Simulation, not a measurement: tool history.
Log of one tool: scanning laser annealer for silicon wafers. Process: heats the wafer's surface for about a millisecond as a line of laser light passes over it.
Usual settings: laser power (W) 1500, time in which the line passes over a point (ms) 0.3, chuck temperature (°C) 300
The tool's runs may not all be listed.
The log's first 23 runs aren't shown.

run	hour	laser power (W)	time in which the line passes over a point (ms)	chuck temperature (°C)	hours of work since the window was cleaned	hours of work since the power meter was calibrated	hours of work since the optics were aligned	highest temperature of the surface (°C)
24	1142.6	1339	0.306	306	406	834	1074	961
25	1183	1339	0.306	306	429	858	1097	960
26	1248.5	1339	0.252	306	468	897	1136	908
27	1309.6	1339	0.252	306	504	932	1172	902
28	1365.4	1339	0.252	306	537	965	1205	906
# hour 1385.4: window over the wafer cleaned
29	1442.3	1433	0.34	329	33	1009	1249	1088
30	1514	1433	0.34	329	76	1051	1291	1089
# hour 1546.7: optics aligned, line set to its width
31	1561.8	1433	0.34	329	101	1077	9	1117
32	1597.4	1433	0.26	326	122	1098	30	1024
33	1647.3	1433	0.26	326	151	1127	59	1021
34	1723.4	1299	0.26	339	196	1172	104	951
35	1770.7	1299	0.368	265	224	1199	132	975
36	1818	1295	0.303	319	251	1227	160	967
37	1851.7	1295	0.303	319	271	1247	179	966

5 ways to go on from here, each from the tool as it stands after run 37. What would each give?
A	1927.7	1295	0.303	301	316	1292	224	?
B	1927.7	1500	0.278	333	316	1292	224	?
C	1927.7	1623	0.21	300	316	1292	224	?
D	1927.7	1500	0.257	327	316	1292	224	?
E	1927.7	1577	0.321	313	316	1292	224	?

run	highest temperature of the surface (°C)
A	946
B	1088
C	1042
D	1054
E	1168
Without the tool's hidden state the same runs would have given:
run	highest temperature of the surface (°C)
A	955
B	1098
C	1052
D	1063
E	1180
